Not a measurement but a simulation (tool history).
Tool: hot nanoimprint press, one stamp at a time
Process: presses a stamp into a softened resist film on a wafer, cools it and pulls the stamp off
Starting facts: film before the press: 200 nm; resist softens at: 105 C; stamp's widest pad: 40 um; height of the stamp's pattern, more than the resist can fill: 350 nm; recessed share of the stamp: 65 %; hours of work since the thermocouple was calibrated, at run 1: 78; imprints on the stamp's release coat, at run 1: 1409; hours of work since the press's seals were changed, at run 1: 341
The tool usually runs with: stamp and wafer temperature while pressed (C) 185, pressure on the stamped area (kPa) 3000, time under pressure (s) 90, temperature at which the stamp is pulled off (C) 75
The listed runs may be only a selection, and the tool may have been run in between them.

run   hour  stamp and wafer temperature while pressed (C)  pressure on the stamped area (kPa)  time under pressure (s)  temperature at which the stamp is pulled off (C)  hours of work since the thermocouple was calibrated  imprints on the stamp's release coat  hours of work since the press's seals were changed  resist left under the stamp's widest pad (angstrom)  greatest force while the stamp is pulled off (N)
  1      0                                            185                                3000                       90                                                75                                                   78                                  1409                                                 341                                                  843                                               136
  2   16.6                                            182                                3000                       90                                                75                                                   88                                  1447                                                 351                                                  962                                               137
  3   24.9                                            185                                4180                       90                                                75                                                   94                                  1466                                                 356                                                  709                                               134
  4   35.6                                            185                                3000                       90                                                75                                                  100                                  1491                                                 363                                                  842                                               136
  5   52.8                                            185                                3000                       90                                                75                                                  110                                  1530                                                 373                                                  843                                               140
  6   66.6                                            187                                3000                       90                                                75                                                  119                                  1562                                                 381                                                  772                                               136
  7   84.5                                            187                                3000                       90                                                75                                                  130                                  1603                                                 392                                                  773                                               136
  8  103.4                                            187                                3000                       90                                                75                                                  141                                  1646                                                 404                                                  771                                               131
  9  115.5                                            185                                2670                       90                                                75                                                  148                                  1674                                                 411                                                  893                                               134
 10  133.7                                            185                                3000                       90                                                75                                                  160                                  1716                                                 422                                                  845                                               132
 11  146.2                                            185                                3000                       95                                                75                                                  167                                  1745                                                 430                                                  826                                               141
 12  154.5                                            185                                3000                       95                                                75                                                  172                                  1763                                                 435                                                  828                                               138
 13  172.8                                            185                                2750                       90                                                75                                                  183                                  1805                                                 446                                                  878                                               140
 14  187.9                                            185                                2750                       90                                                75                                                  192                                  1840                                                 455                                                  879                                               135
 15  198.6                                            185                                2750                       90                                                75                                                  199                                  1865                                                 461                                                  880                                               136
 16  211.9                                            185                                3540                       69                                                66                                                  207                                  1895                                                 470                                                  858                                               161
 17  224.9                                            185                                3540                       69                                                66                                                  215                                  1925                                                 477                                                  860                                               159
 18  243.9                                            185                                3540                       69                                                66                                                  226                                  1968                                                 489                                                  857                                               163
 19  251.9                                            185                                3540                       69                                                66                                                  231                                  1987                                                 494                                                  852                                               169
 20  262.9                                            185                                4200                       69                                                66                                                  238                                  2012                                                 501                                                  789                                               164
 21  273.6                                            185                                4200                       69                                                66                                                  244                                  2037                                                 507                                                  790                                               162
 22  286.2                                            185                                4200                       69                                                66                                                  252                                  2065                                                 515                                                  787                                               165
 23  302.1                                            185                                2280                       69                                                83                                                  262                                  2102                                                 524                                                 1057                                               115
 24  314.6                                            185                                2280                      168                                                72                                                  269                                  2131                                                 532                                                  765                                               148
 25  332.8                                            185                                3680                       81                                                75                                                  280                                  2172                                                 543                                                  787                                               135
 26  345.4                                            196                                3000                      155                                                71                                                  288                                  2201                                                 551                                                  420                                               143
 27  364.6                                            196                                3000                      155                                                71                                                  300                                  2245                                                 562                                                  421                                               150
 28  384.3                                            185                                3000                       90                                                61                                                  312                                  2290                                                 574                                                  843                                               179
 29  397.6                                            185                                2200                      172                                                67                                                  320                                  2321                                                 582                                                  775                                               153
     406.8  -- stamp cleaned and given a new release coat
 30  412.7                                            185                                2200                      172                                                67                                                  325                                    14                                                 588                                                  775                                               159

Branching from run 30: 4 alternative next runs. What would each branch give?
  A  423.4                                            185                                2610                       64                                                70                                                  332                                    38                                                 594                                                    ?                                                 ?
  B  423.4                                            185                                1900                      172                                                81                                                  332                                    38                                                 594                                                    ?                                                 ?
  C  423.4                                            194                                3000                      112                                                75                                                  332                                    38                                                 594                                                    ?                                                 ?
  D  423.4                                            185                                3000                       90                                                71                                                  332                                    38                                                 594                                                    ?                                                 ?

run  resist left under the stamp's widest pad (angstrom)  greatest force while the stamp is pulled off (N)
  A                                                 1018                                               146
  B                                                  829                                               116
  C                                                  523                                               128
  D                                                  843                                               151
Had the tool no hidden state, the same runs would have come out as:
run  resist left under the stamp's widest pad (angstrom)  greatest force while the stamp is pulled off (N)
  A                                                 1018                                               146
  B                                                  829                                               116
  C                                                  523                                               128
  D                                                  843                                               151
